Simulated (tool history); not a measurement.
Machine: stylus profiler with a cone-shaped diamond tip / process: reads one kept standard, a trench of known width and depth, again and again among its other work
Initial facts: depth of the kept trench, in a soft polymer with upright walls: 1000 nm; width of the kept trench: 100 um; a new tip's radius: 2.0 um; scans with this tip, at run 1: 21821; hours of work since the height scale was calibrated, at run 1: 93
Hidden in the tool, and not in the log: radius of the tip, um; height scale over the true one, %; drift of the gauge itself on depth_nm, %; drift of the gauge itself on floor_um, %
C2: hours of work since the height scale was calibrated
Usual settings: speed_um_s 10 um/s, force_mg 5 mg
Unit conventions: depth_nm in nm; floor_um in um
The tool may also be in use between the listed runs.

{"run": 1, "hour": 0.0, "speed_um_s": 10, "force_mg": 5, "scans with this tip": 21821, "C2": 93, "depth_nm": 1021.24, "floor_um": 95.48}
{"run": 2, "hour": 78.9, "speed_um_s": 10, "force_mg": 8.99, "scans with this tip": 22317, "C2": 143, "depth_nm": 1031, "floor_um": 95.43}
{"run": 3, "hour": 183.8, "speed_um_s": 10, "force_mg": 5, "scans with this tip": 22977, "C2": 209, "depth_nm": 1021.02, "floor_um": 95.42}
{"run": 4, "hour": 239.0, "speed_um_s": 10, "force_mg": 5, "scans with this tip": 23325, "C2": 244, "depth_nm": 1021.15, "floor_um": 95.48}
{"run": 5, "hour": 324.9, "speed_um_s": 10, "force_mg": 5, "scans with this tip": 23865, "C2": 298, "depth_nm": 1020.48, "floor_um": 95.43}
{"run": 6, "hour": 445.0, "speed_um_s": 5, "force_mg": 5, "scans with this tip": 24621, "C2": 374, "depth_nm": 1021.02, "floor_um": 95.31}
{"run": 7, "hour": 499.6, "speed_um_s": 5, "force_mg": 5, "scans with this tip": 24964, "C2": 408, "depth_nm": 1020.58, "floor_um": 95.32}
{"run": 8, "hour": 568.7, "speed_um_s": 5, "force_mg": 5, "scans with this tip": 25399, "C2": 452, "depth_nm": 1020.17, "floor_um": 95.35}
{"run": 9, "hour": 630.2, "speed_um_s": 2, "force_mg": 5, "scans with this tip": 25786, "C2": 491, "depth_nm": 1020.8, "floor_um": 95.35}
{"run": 10, "hour": 699.0, "speed_um_s": 2, "force_mg": 5, "scans with this tip": 26219, "C2": 534, "depth_nm": 1020.69, "floor_um": 95.27}
{"run": 11, "hour": 801.3, "speed_um_s": 2, "force_mg": 5, "scans with this tip": 26862, "C2": 599, "depth_nm": 1020.47, "floor_um": 95.27}
{"run": 12, "hour": 856.3, "speed_um_s": 2, "force_mg": 5, "scans with this tip": 27209, "C2": 634, "depth_nm": 1020.45, "floor_um": 95.25}
{"run": 13, "hour": 926.3, "speed_um_s": 2, "force_mg": 5, "scans with this tip": 27649, "C2": 678, "depth_nm": 1020.26, "floor_um": 95.23}
{"run": 14, "hour": 994.9, "speed_um_s": 2, "force_mg": 5, "scans with this tip": 28081, "C2": 721, "depth_nm": 1020.25, "floor_um": 95.18}
{"run": 15, "hour": 1102.7, "speed_um_s": 2, "force_mg": 5, "scans with this tip": 28759, "C2": 789, "depth_nm": 1020.36, "floor_um": 95.14}
{"run": 16, "hour": 1181.0, "speed_um_s": 10, "force_mg": 5, "scans with this tip": 29251, "C2": 839, "depth_nm": 1020.59, "floor_um": 95.11}
{"run": 17, "hour": 1259.9, "speed_um_s": 10, "force_mg": 9.9, "scans with this tip": 29748, "C2": 888, "depth_nm": 1031.86, "floor_um": 95.16}
{"run": 18, "hour": 1380.3, "speed_um_s": 10, "force_mg": 9.9, "scans with this tip": 30506, "C2": 964, "depth_nm": 1032.25, "floor_um": 95.16}
{"run": 19, "hour": 1469.0, "speed_um_s": 10, "force_mg": 9.9, "scans with this tip": 31064, "C2": 1020, "depth_nm": 1032.54, "floor_um": 95.08}
{"run": 20, "hour": 1524.3, "speed_um_s": 10, "force_mg": 9.9, "scans with this tip": 31412, "C2": 1055, "depth_nm": 1031.65, "floor_um": 95.1}
{"hour": 1594.2, "done": "new tip fitted, height scale calibrated"}
{"run": 21, "hour": 1613.8, "speed_um_s": 10, "force_mg": 9.9, "scans with this tip": 123, "C2": 12, "depth_nm": 1033.3, "floor_um": 96.6}
{"run": 22, "hour": 1742.2, "speed_um_s": 10, "force_mg": 9.9, "scans with this tip": 931, "C2": 93, "depth_nm": 1033.43, "floor_um": 96.5}
{"run": 23, "hour": 1799.9, "speed_um_s": 10, "force_mg": 3.21, "scans with this tip": 1294, "C2": 130, "depth_nm": 1015.62, "floor_um": 96.49}
{"run": 24, "hour": 1852.6, "speed_um_s": 29, "force_mg": 13.27, "scans with this tip": 1626, "C2": 163, "depth_nm": 1040.12, "floor_um": 96.51}
{"run": 25, "hour": 1956.2, "speed_um_s": 14, "force_mg": 2.25, "scans with this tip": 2277, "C2": 229, "depth_nm": 1011.95, "floor_um": 96.47}
{"run": 26, "hour": 2024.0, "speed_um_s": 3, "force_mg": 4.5, "scans with this tip": 2704, "C2": 271, "depth_nm": 1019.58, "floor_um": 96.44}
{"run": 27, "hour": 2119.8, "speed_um_s": 37, "force_mg": 3.8, "scans with this tip": 3307, "C2": 332, "depth_nm": 1017.33, "floor_um": 96.39}
{"run": 28, "hour": 2221.3, "speed_um_s": 37, "force_mg": 3.8, "scans with this tip": 3946, "C2": 396, "depth_nm": 1016.93, "floor_um": 96.36}
{"run": 29, "hour": 2299.3, "speed_um_s": 23, "force_mg": 1.97, "scans with this tip": 4436, "C2": 445, "depth_nm": 1010.24, "floor_um": 96.32}
{"run": 30, "hour": 2407.0, "speed_um_s": 9, "force_mg": 7.59, "scans with this tip": 5114, "C2": 513, "depth_nm": 1027.32, "floor_um": 96.27}
{"run": 31, "hour": 2460.6, "speed_um_s": 39, "force_mg": 4.08, "scans with this tip": 5451, "C2": 547, "depth_nm": 1017.79, "floor_um": 96.24}
{"run": 32, "hour": 2560.3, "speed_um_s": 8, "force_mg": 3.46, "scans with this tip": 6078, "C2": 610, "depth_nm": 1015.48, "floor_um": 96.25}
{"run": 33, "hour": 2662.1, "speed_um_s": 8, "force_mg": 3.46, "scans with this tip": 6719, "C2": 674, "depth_nm": 1015.87, "floor_um": 96.18}
{"run": 34, "hour": 2791.4, "speed_um_s": 8, "force_mg": 1.79, "scans with this tip": 7533, "C2": 756, "depth_nm": 1009.87, "floor_um": 96.16}
{"run": 35, "hour": 2863.7, "speed_um_s": 3, "force_mg": 1.72, "scans with this tip": 7987, "C2": 802, "depth_nm": 1009.5, "floor_um": 96.15}
{"run": 36, "hour": 2924.5, "speed_um_s": 10, "force_mg": 3.63, "scans with this tip": 8370, "C2": 840, "depth_nm": 1016.08, "floor_um": 96.09}
{"run": 37, "hour": 3011.9, "speed_um_s": 10, "force_mg": 3.63, "scans with this tip": 8920, "C2": 895, "depth_nm": 1015.62, "floor_um": 96.12}
{"run": 38, "hour": 3095.2, "speed_um_s": 11, "force_mg": 9.31, "scans with this tip": 9444, "C2": 948, "depth_nm": 1031.13, "floor_um": 96.11}
{"run": 39, "hour": 3199.6, "speed_um_s": 10, "force_mg": 7.9, "scans with this tip": 10101, "C2": 1014, "depth_nm": 1027.49, "floor_um": 96.09}
{"run": 40, "hour": 3327.5, "speed_um_s": 10, "force_mg": 7.9, "scans with this tip": 10906, "C2": 1095, "depth_nm": 1026.76, "floor_um": 95.98}
{"run": 41, "hour": 3454.4, "speed_um_s": 10, "force_mg": 7.9, "scans with this tip": 11704, "C2": 1175, "depth_nm": 1026.81, "floor_um": 95.97}
{"run": 42, "hour": 3571.8, "speed_um_s": 10, "force_mg": 7.9, "scans with this tip": 12442, "C2": 1249, "depth_nm": 1027.28, "floor_um": 95.99}
{"run": 43, "hour": 3638.0, "speed_um_s": 25, "force_mg": 8.73, "scans with this tip": 12859, "C2": 1291, "depth_nm": 1028.63, "floor_um": 95.91}
{"run": 44, "hour": 3765.6, "speed_um_s": 3, "force_mg": 8.67, "scans with this tip": 13662, "C2": 1371, "depth_nm": 1028.74, "floor_um": 95.91}
{"run": 45, "hour": 3879.0, "speed_um_s": 32, "force_mg": 1.69, "scans with this tip": 14376, "C2": 1443, "depth_nm": 1008.35, "floor_um": 95.75}

Selected run-to-run steps in depth_nm, each split into two signed amounts: the part the tool would show with no hidden state at all (from settings, incoming material and random variation), and the remainder, which goes to the hidden state together with any gauge scatter not common to the measured and the hidden-state-free results:
Run 20 -> 21: new tip fitted, height scale calibrated. depth_nm +1.65 nm: hidden state +1.02, all else +0.63.
Run 23 -> 24: speed_um_s 10 -> 29, force_mg 3.21 -> 13.27. depth_nm +24.5 nm: hidden state -0.06, all else +24.56.
Run 24 -> 25: speed_um_s 29 -> 14, force_mg 13.27 -> 2.25. depth_nm -28.17 nm: hidden state -0.09, all else -28.08.
Run 41 -> 42: settings left as they were, no log entry in between. depth_nm +0.47 nm: hidden state -0.12, all else +0.59.
Run 43 -> 44: speed_um_s 25 -> 3, force_mg 8.73 -> 8.67. depth_nm +0.11 nm: hidden state -0.11, all else +0.22.
Run 44 -> 45: speed_um_s 3 -> 32, force_mg 8.67 -> 1.69. depth_nm -20.39 nm: hidden state -0.07, all else -20.32.

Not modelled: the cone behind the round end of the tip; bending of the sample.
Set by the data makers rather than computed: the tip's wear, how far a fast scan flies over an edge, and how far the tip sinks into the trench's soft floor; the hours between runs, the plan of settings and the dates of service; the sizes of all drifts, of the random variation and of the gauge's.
